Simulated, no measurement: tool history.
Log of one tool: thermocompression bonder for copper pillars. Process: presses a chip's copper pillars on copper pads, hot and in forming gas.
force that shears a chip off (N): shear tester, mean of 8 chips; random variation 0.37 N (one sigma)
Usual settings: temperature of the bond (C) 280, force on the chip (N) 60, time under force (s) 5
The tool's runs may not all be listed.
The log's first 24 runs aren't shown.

| run | hour | temperature of the bond (C) | force on the chip (N) | time under force (s) | hours of work since the heater was calibrated | hours of work since the force cell was calibrated | hours of work since the gas filter was changed | force that shears a chip off (N) |
|---|---|---|---|---|---|---|---|---|
| 25 | 1362.4 | 280 | 60 | 9 | 1056 | 424 | 279 | 76.6 |
| 26 | 1415.3 | 257 | 39 | 6 | 1087 | 455 | 310 | 41.0 |
| 27 | 1478.3 | 265 | 68 | 5 | 1124 | 492 | 347 | 60.3 |
| 28 | 1527.7 | 278 | 60 | 4 | 1153 | 521 | 376 | 58.5 |
| 29 | 1577.7 | 280 | 60 | 13 | 1183 | 550 | 406 | 85.0 |
|  | 1593.7 | forming gas filter changed |
| 30 | 1625.5 | 299 | 87 | 5 | 1210 | 578 | 19 | 89.6 |
| 31 | 1691.6 | 280 | 60 | 5 | 1249 | 617 | 57 | 65.1 |
| 32 | 1754.3 | 280 | 60 | 5 | 1286 | 654 | 94 | 64.5 |
|  | 1786.5 | heater calibrated with a thermocouple chip |
| 33 | 1822.9 | 280 | 60 | 11 | 21 | 693 | 133 | 82.5 |
|  | 1867.1 | gauge calibrated |
| 34 | 1882.3 | 280 | 60 | 11 | 56 | 728 | 168 | 79.3 |
| 35 | 1955.0 | 256 | 79 | 5 | 99 | 770 | 211 | 60.0 |
| 36 | 2011.1 | 256 | 73 | 9 | 132 | 803 | 244 | 68.6 |
| 37 | 2066.6 | 250 | 65 | 9 | 164 | 836 | 276 | 60.7 |

Forecast each of these 3 alternatives for the next run:
| A | 2124.2 | 250 | 65 | 13 | 198 | 869 | 310 | ? |
| B | 2124.2 | 250 | 41 | 9 | 198 | 869 | 310 | ? |
| C | 2124.2 | 287 | 80 | 4 | 198 | 869 | 310 | ? |

| run | force that shears a chip off (N) |
|---|---|
| A | 69.5 |
| B | 45.3 |
| C | 73.3 |
Without the tool's hidden state the same runs would have given:
| run | force that shears a chip off (N) |
|---|---|
| A | 69.3 |
| B | 45.2 |
| C | 73.1 |
